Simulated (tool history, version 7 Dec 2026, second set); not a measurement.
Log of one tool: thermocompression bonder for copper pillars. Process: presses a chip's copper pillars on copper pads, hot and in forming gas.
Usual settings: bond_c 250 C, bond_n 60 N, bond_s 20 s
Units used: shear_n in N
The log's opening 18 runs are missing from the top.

run 19 day=41.404 | bond_c=272 bond_n=60 bond_s=20 | shear_n=91.1
-- day=41.683 forming gas filter changed
run 20 day=44.838 | bond_c=236 bond_n=52 bond_s=22 | shear_n=60.9
run 21 day=46.617 | bond_c=236 bond_n=52 bond_s=22 | shear_n=60.5
run 22 day=50.212 | bond_c=254 bond_n=64 bond_s=13 | shear_n=70.7
run 23 day=53.012 | bond_c=273 bond_n=50 bond_s=13 | shear_n=77.8
run 24 day=55.129 | bond_c=250 bond_n=64 bond_s=40 | shear_n=94.3
run 25 day=57.858 | bond_c=249 bond_n=87 bond_s=20 | shear_n=88.4
run 26 day=60.85 | bond_c=249 bond_n=87 bond_s=20 | shear_n=87.1
-- day=61.929 forming gas filter changed
run 27 day=62.658 | bond_c=224 bond_n=60 bond_s=26 | shear_n=61.4
run 28 day=65.983 | bond_c=278 bond_n=60 bond_s=26 | shear_n=111.6
run 29 day=67.496 | bond_c=250 bond_n=65 bond_s=26 | shear_n=89.1
run 30 day=69.204 | bond_c=250 bond_n=65 bond_s=26 | shear_n=88.5
run 31 day=72.692 | bond_c=250 bond_n=65 bond_s=26 | shear_n=88.7
run 32 day=74.654 | bond_c=250 bond_n=36 bond_s=41 | shear_n=76.9
run 33 day=76.712 | bond_c=251 bond_n=62 bond_s=14 | shear_n=70.4
run 34 day=79.721 | bond_c=242 bond_n=69 bond_s=31 | shear_n=86.1
-- day=81.925 forming gas filter changed
run 35 day=81.925 | bond_c=242 bond_n=69 bond_s=31 | shear_n=91.8
run 36 day=84.521 | bond_c=272 bond_n=59 bond_s=20 | shear_n=101.3
run 37 day=87.546 | bond_c=272 bond_n=59 bond_s=20 | shear_n=101.4
run 38 day=89.229 | bond_c=272 bond_n=79 bond_s=13 | shear_n=99.6

Branching from run 38: 5 alternative next runs. What would each branch give?
run A day=91.338 | bond_c=259 bond_n=45 bond_s=33 | shear_n=?
run B day=91.338 | bond_c=247 bond_n=79 bond_s=13 | shear_n=?
run C day=91.338 | bond_c=256 bond_n=64 bond_s=26 | shear_n=?
run D day=91.338 | bond_c=272 bond_n=85 bond_s=13 | shear_n=?
run E day=91.338 | bond_c=231 bond_n=60 bond_s=12 | shear_n=?

run=A shear_n=91
run=B shear_n=76.1
run=C shear_n=95.3
run=D shear_n=102
run=E shear_n=51.5
Had the tool no hidden state, the same runs would have come out as:
run=A shear_n=87.4
run=B shear_n=72
run=C shear_n=91.7
run=D shear_n=99.2
run=E shear_n=47.6
